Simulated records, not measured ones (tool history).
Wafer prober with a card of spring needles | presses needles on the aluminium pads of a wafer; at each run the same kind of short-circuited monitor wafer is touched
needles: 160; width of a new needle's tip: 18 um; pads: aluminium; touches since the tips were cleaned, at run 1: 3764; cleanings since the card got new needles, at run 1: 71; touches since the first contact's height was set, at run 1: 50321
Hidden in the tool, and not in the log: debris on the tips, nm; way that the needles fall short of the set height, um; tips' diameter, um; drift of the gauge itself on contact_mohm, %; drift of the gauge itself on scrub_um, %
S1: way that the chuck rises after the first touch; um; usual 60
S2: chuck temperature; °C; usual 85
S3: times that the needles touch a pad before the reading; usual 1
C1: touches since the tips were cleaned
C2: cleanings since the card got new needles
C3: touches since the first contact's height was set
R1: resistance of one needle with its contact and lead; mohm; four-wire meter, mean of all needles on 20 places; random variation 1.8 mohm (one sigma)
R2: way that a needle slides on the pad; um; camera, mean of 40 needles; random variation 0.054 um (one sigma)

| run | hour | S1 | S2 | S3 | C1 | C2 | C3 | R1 | R2 |
|---|---|---|---|---|---|---|---|---|---|
| 1 | 0 | 60 | 85 | 1 | 3764 | 71 | 50321 | 416 | 14.07 |
|  | 1.5 | tips cleaned on abrasive film |
| 2 | 9.6 | 60 | 85 | 1 | 3702 | 72 | 54658 | 563 | 14.12 |
|  | 11.3 | tips cleaned on abrasive film |
| 3 | 17.6 | 60 | 85 | 1 | 2892 | 73 | 58286 | 407 | 14.11 |
|  | 21.5 | tips cleaned on abrasive film |
|  | 27.1 | tips cleaned on abrasive film, once more |
| 4 | 27.4 | 60 | 37 | 1 | 127 | 75 | 62704 | 214 | 14.03 |
|  | 37.2 | tips cleaned on abrasive film |
| 5 | 38.2 | 60 | 37 | 1 | 468 | 76 | 67619 | 250 | 14.1 |
|  | 47.5 | tips cleaned on abrasive film |
| 6 | 54.4 | 60 | 37 | 1 | 3167 | 77 | 74977 | 442 | 14.07 |
|  | 58.4 | tips cleaned on abrasive film |
| 7 | 63.1 | 60 | 37 | 1 | 2187 | 78 | 78941 | 376 | 14 |
|  | 68.2 | tips cleaned on abrasive film |
|  | 78 | tips cleaned on abrasive film |
| 8 | 81.3 | 60 | 37 | 1 | 1529 | 80 | 87168 | 331 | 14.04 |
|  | 88.9 | tips cleaned on abrasive film |
| 9 | 92.8 | 60 | 37 | 1 | 1809 | 81 | 92397 | 353 | 13.93 |
|  | 97.8 | height of the first contact set anew |
|  | 99.6 | tips cleaned on abrasive film |
| 10 | 101 | 60 | 37 | 1 | 614 | 82 | 1385 | 269 | 14.29 |
| 11 | 108.8 | 60 | 85 | 1 | 4197 | 82 | 4968 | 469 | 14.33 |
|  | 109.7 | tips cleaned on abrasive film |
|  | 119.6 | tips cleaned on abrasive film |
| 12 | 123.3 | 60 | 85 | 1 | 1703 | 84 | 11546 | 341 | 14.26 |
|  | 129.7 | tips cleaned on abrasive film |
| 13 | 138.6 | 60 | 36 | 1 | 4068 | 85 | 18509 | 461 | 14.25 |
|  | 140.3 | tips cleaned on abrasive film |
|  | 150.2 | tips cleaned on abrasive film |
| 14 | 155.9 | 60 | 25 | 1 | 2610 | 87 | 26324 | 397 | 14.3 |
|  | 160.9 | tips cleaned on abrasive film |
| 15 | 165.3 | 60 | 25 | 1 | 2042 | 88 | 30603 | 380 | 14.15 |
|  | 170.4 | tips cleaned on abrasive film |
| 16 | 175.3 | 60 | 25 | 1 | 2246 | 89 | 35150 | 378 | 14.19 |
|  | 180.6 | tips cleaned on abrasive film |
| 17 | 186.6 | 60 | 108 | 2 | 2777 | 90 | 40291 | 335 | 14.15 |
|  | 190.7 | tips cleaned on abrasive film |
|  | 200.9 | tips cleaned on abrasive film |
| 18 | 202.7 | 50 | 85 | 1 | 789 | 92 | 47544 | 321 | 11.82 |
|  | 211 | tips cleaned on abrasive film |
|  | 220.7 | tips cleaned on abrasive film |
| 19 | 220.7 | 42 | 41 | 2 | 0 | 94 | 55727 | 220 | 9.8 |
|  | 230.4 | tips cleaned on abrasive film |
| 20 | 231.9 | 41 | 52 | 1 | 665 | 95 | 60790 | 366 | 9.51 |
|  | 241.1 | tips cleaned on abrasive film |
| 21 | 245.1 | 60 | 58 | 3 | 1846 | 96 | 66804 | 254 | 14.09 |
|  | 251.7 | tips cleaned on abrasive film |
|  | 262.7 | tips cleaned on abrasive film |
| 22 | 264.1 | 78 | 37 | 3 | 658 | 98 | 75438 | 193 | 18.3 |
|  | 272.8 | tips cleaned on abrasive film |
| 23 | 273.4 | 48 | 41 | 2 | 259 | 99 | 79637 | 253 | 11.15 |
|  | 283.3 | tips cleaned on abrasive film |
| 24 | 287.6 | 48 | 41 | 2 | 2002 | 100 | 86111 | 383 | 11.2 |
|  | 292.9 | tips cleaned on abrasive film |
|  | 302.5 | tips cleaned on abrasive film |
|  | 306.8 | height of the first contact set anew |
| 25 | 307 | 48 | 41 | 2 | 1916 | 102 | 103 | 372 | 11.43 |
|  | 312.8 | tips cleaned on abrasive film |
|  | 323.1 | tips cleaned on abrasive film |
| 26 | 323.7 | 48 | 41 | 2 | 254 | 104 | 7658 | 254 | 11.44 |
|  | 332.9 | tips cleaned on abrasive film |
| 27 | 337.4 | 72 | 85 | 1 | 2070 | 105 | 13905 | 313 | 17.15 |
|  | 342.8 | tips cleaned on abrasive film |
| 28 | 351.6 | 66 | 106 | 2 | 4029 | 106 | 20352 | 325 | 15.68 |
|  | 352.8 | tips cleaned on abrasive film |
|  | 363.7 | tips cleaned on abrasive film |
| 29 | 366.9 | 59 | 55 | 1 | 1488 | 108 | 27282 | 345 | 13.93 |
|  | 374 | tips cleaned on abrasive film |
| 30 | 374.7 | 58 | 85 | 1 | 306 | 109 | 30798 | 251 | 13.75 |
|  | 383.9 | tips cleaned on abrasive film |
| 31 | 387.9 | 58 | 41 | 1 | 1839 | 110 | 36823 | 378 | 13.64 |
|  | 394.4 | tips cleaned on abrasive film |
| 32 | 403.2 | 60 | 122 | 1 | 4049 | 111 | 43792 | 473 | 14.16 |

How the hidden state differs across the entries between the runs, from the last listed run before each to the first after it:
Between runs 1 and 2: tips cleaned on abrasive film (hour 1.5)
  debris on the tips, nm: 110.4 -> 171; way that the needles fall short of the set height, um: 0.66 -> 0.78; tips' diameter, um: 19.64 -> 20.59
  measured less the result without the state, R1: +224 -> +374 mohm; R2: -0.16 -> -0.18 um
Between runs 2 and 3: tips cleaned on abrasive film (hour 11.3)
  debris on the tips, nm: 171 -> 96.3; way that the needles fall short of the set height, um: 0.78 -> 0.85; tips' diameter, um: 20.59 -> 20.61
  measured less the result without the state, R1: +374 -> +215 mohm; R2: -0.18 -> -0.21 um
Between runs 3 and 4: tips cleaned on abrasive film (hour 21.5); tips cleaned on abrasive film, once more (hour 27.1)
  debris on the tips, nm: 96.3 -> 12.9; way that the needles fall short of the set height, um: 0.85 -> 0.99; tips' diameter, um: 20.61 -> 20.66
  measured less the result without the state, R1: +215 -> +36 mohm; R2: -0.21 -> -0.23 um
Between runs 4 and 5: tips cleaned on abrasive film (hour 37.2)
  debris on the tips, nm: 12.9 -> 27.4; way that the needles fall short of the set height, um: 0.99 -> 1.07; tips' diameter, um: 20.66 -> 20.69
  measured less the result without the state, R1: +36 -> +70 mohm; R2: -0.23 -> -0.26 um
Between runs 5 and 6: tips cleaned on abrasive film (hour 47.5)
  debris on the tips, nm: 27.4 -> 110.1; way that the needles fall short of the set height, um: 1.07 -> 1.12; tips' diameter, um: 20.69 -> 20.71
  measured less the result without the state, R1: +70 -> +265 mohm; R2: -0.26 -> -0.27 um
Between runs 6 and 7: tips cleaned on abrasive film (hour 58.4)
  debris on the tips, nm: 110.1 -> 76.8; way that the needles fall short of the set height, um: 1.12 -> 1.2; tips' diameter, um: 20.71 -> 20.73
  measured less the result without the state, R1: +265 -> +193 mohm; R2: -0.27 -> -0.29 um
Between runs 7 and 8: tips cleaned on abrasive film (hour 68.2); tips cleaned on abrasive film (hour 78)
  debris on the tips, nm: 76.8 -> 59.6; way that the needles fall short of the set height, um: 1.2 -> 1.33; tips' diameter, um: 20.73 -> 20.78
  measured less the result without the state, R1: +193 -> +150 mohm; R2: -0.29 -> -0.32 um
Between runs 8 and 9: tips cleaned on abrasive film (hour 88.9)
  debris on the tips, nm: 59.6 -> 69.3; way that the needles fall short of the set height, um: 1.33 -> 1.4; tips' diameter, um: 20.78 -> 20.81
  measured less the result without the state, R1: +150 -> +174 mohm; R2: -0.32 -> -0.34 um
Between runs 9 and 10: height of the first contact set anew (hour 97.8); tips cleaned on abrasive film (hour 99.6)
  debris on the tips, nm: 69.3 -> 37.7; way that the needles fall short of the set height, um: 1.4 -> 0.05; tips' diameter, um: 20.81 -> 20.82
  measured less the result without the state, R1: +174 -> +92 mohm; R2: -0.34 -> -0.01 um
Between runs 11 and 12: tips cleaned on abrasive film (hour 109.7); tips cleaned on abrasive film (hour 119.6)
  debris on the tips, nm: 126.8 -> 67.4; way that the needles fall short of the set height, um: 0.05 -> 0.17; tips' diameter, um: 20.82 -> 20.87
  measured less the result without the state, R1: +279 -> +152 mohm; R2: -0.01 -> -0.04 um
Between runs 12 and 13: tips cleaned on abrasive film (hour 129.7)
  debris on the tips, nm: 67.4 -> 117.3; way that the needles fall short of the set height, um: 0.17 -> 0.23; tips' diameter, um: 20.87 -> 20.89
  measured less the result without the state, R1: +152 -> +282 mohm; R2: -0.04 -> -0.06 um
Between runs 13 and 14: tips cleaned on abrasive film (hour 140.3); tips cleaned on abrasive film (hour 150.2)
  debris on the tips, nm: 117.3 -> 91.3; way that the needles fall short of the set height, um: 0.23 -> 0.37; tips' diameter, um: 20.89 -> 20.93
  measured less the result without the state, R1: +282 -> +223 mohm; R2: -0.06 -> -0.08 um
Between runs 14 and 15: tips cleaned on abrasive film (hour 160.9)
  debris on the tips, nm: 91.3 -> 82.6; way that the needles fall short of the set height, um: 0.37 -> 0.44; tips' diameter, um: 20.93 -> 20.96
  measured less the result without the state, R1: +223 -> +204 mohm; R2: -0.08 -> -0.1 um
Between runs 15 and 16: tips cleaned on abrasive film (hour 170.4)
  debris on the tips, nm: 82.6 -> 80.4; way that the needles fall short of the set height, um: 0.44 -> 0.5; tips' diameter, um: 20.96 -> 20.98
  measured less the result without the state, R1: +204 -> +203 mohm; R2: -0.1 -> -0.11 um
Between runs 16 and 17: tips cleaned on abrasive film (hour 180.6)
  debris on the tips, nm: 80.4 -> 102.3; way that the needles fall short of the set height, um: 0.5 -> 0.58; tips' diameter, um: 20.98 -> 21.01
  measured less the result without the state, R1: +203 -> +139 mohm; R2: -0.11 -> -0.14 um
Between runs 17 and 18: tips cleaned on abrasive film (hour 190.7); tips cleaned on abrasive film (hour 200.9)
  debris on the tips, nm: 102.3 -> 35.6; way that the needles fall short of the set height, um: 0.58 -> 0.7; tips' diameter, um: 21.01 -> 21.05
  measured less the result without the state, R1: +139 -> +123 mohm; R2: -0.14 -> -0.17 um
Between runs 18 and 19: tips cleaned on abrasive film (hour 211); tips cleaned on abrasive film (hour 220.7)
  debris on the tips, nm: 35.6 -> 5.4; way that the needles fall short of the set height, um: 0.7 -> 0.83; tips' diameter, um: 21.05 -> 21.1
  measured less the result without the state, R1: +123 -> +24 mohm; R2: -0.17 -> -0.2 um
Between runs 19 and 20: tips cleaned on abrasive film (hour 230.4)
  debris on the tips, nm: 5.4 -> 31.4; way that the needles fall short of the set height, um: 0.83 -> 0.91; tips' diameter, um: 21.1 -> 21.13
  measured less the result without the state, R1: +24 -> +170 mohm; R2: -0.2 -> -0.21 um
Between runs 20 and 21: tips cleaned on abrasive film (hour 241.1)
  debris on the tips, nm: 31.4 -> 74.6; way that the needles fall short of the set height, um: 0.91 -> 0.96; tips' diameter, um: 21.13 -> 21.14
  measured less the result without the state, R1: +170 -> +70 mohm; R2: -0.21 -> -0.23 um
Between runs 21 and 22: tips cleaned on abrasive film (hour 251.7); tips cleaned on abrasive film (hour 262.7)
  debris on the tips, nm: 74.6 -> 39.4; way that the needles fall short of the set height, um: 0.96 -> 1.11; tips' diameter, um: 21.14 -> 21.2
  measured less the result without the state, R1: +70 -> +25 mohm; R2: -0.23 -> -0.27 um
Between runs 22 and 23: tips cleaned on abrasive film (hour 272.8)
  debris on the tips, nm: 39.4 -> 25.7; way that the needles fall short of the set height, um: 1.11 -> 1.2; tips' diameter, um: 21.2 -> 21.23
  measured less the result without the state, R1: +25 -> +67 mohm; R2: -0.27 -> -0.29 um
Between runs 23 and 24: tips cleaned on abrasive film (hour 283.3)
  debris on the tips, nm: 25.7 -> 83; way that the needles fall short of the set height, um: 1.2 -> 1.28; tips' diameter, um: 21.23 -> 21.25
  measured less the result without the state, R1: +67 -> +198 mohm; R2: -0.29 -> -0.31 um
Between runs 24 and 25: tips cleaned on abrasive film (hour 292.9); tips cleaned on abrasive film (hour 302.5); height of the first contact set anew (hour 306.8)
  debris on the tips, nm: 83 -> 79.4; way that the needles fall short of the set height, um: 1.28 -> 0; tips' diameter, um: 21.25 -> 21.3
  measured less the result without the state, R1: +198 -> +184 mohm; R2: -0.31 -> +0 um
Between runs 25 and 26: tips cleaned on abrasive film (hour 312.8); tips cleaned on abrasive film (hour 323.1)
  debris on the tips, nm: 79.4 -> 24.2; way that the needles fall short of the set height, um: 0 -> 0.14; tips' diameter, um: 21.3 -> 21.35
  measured less the result without the state, R1: +184 -> +63 mohm; R2: +0 -> -0.03 um
Between runs 26 and 27: tips cleaned on abrasive film (hour 332.9)
  debris on the tips, nm: 24.2 -> 76.9; way that the needles fall short of the set height, um: 0.14 -> 0.22; tips' diameter, um: 21.35 -> 21.37
  measured less the result without the state, R1: +63 -> +129 mohm; R2: -0.03 -> -0.06 um
Between runs 27 and 28: tips cleaned on abrasive film (hour 342.8)
  debris on the tips, nm: 76.9 -> 114.7; way that the needles fall short of the set height, um: 0.22 -> 0.28; tips' diameter, um: 21.37 -> 21.4
  measured less the result without the state, R1: +129 -> +133 mohm; R2: -0.06 -> -0.07 um
Between runs 28 and 29: tips cleaned on abrasive film (hour 352.8); tips cleaned on abrasive film (hour 363.7)
  debris on the tips, nm: 114.7 -> 62.8; way that the needles fall short of the set height, um: 0.28 -> 0.41; tips' diameter, um: 21.4 -> 21.44
  measured less the result without the state, R1: +133 -> +162 mohm; R2: -0.07 -> -0.1 um
Between runs 29 and 30: tips cleaned on abrasive film (hour 374)
  debris on the tips, nm: 62.8 -> 22.2; way that the needles fall short of the set height, um: 0.41 -> 0.49; tips' diameter, um: 21.44 -> 21.47
  measured less the result without the state, R1: +162 -> +61 mohm; R2: -0.1 -> -0.11 um
Between runs 30 and 31: tips cleaned on abrasive film (hour 383.9)
  debris on the tips, nm: 22.2 -> 70.4; way that the needles fall short of the set height, um: 0.49 -> 0.55; tips' diameter, um: 21.47 -> 21.49
  measured less the result without the state, R1: +61 -> +196 mohm; R2: -0.11 -> -0.13 um
Between runs 31 and 32: tips cleaned on abrasive film (hour 394.4)
  debris on the tips, nm: 70.4 -> 120.7; way that the needles fall short of the set height, um: 0.55 -> 0.61; tips' diameter, um: 21.49 -> 21.51
  measured less the result without the state, R1: +196 -> +274 mohm; R2: -0.13 -> -0.15 um
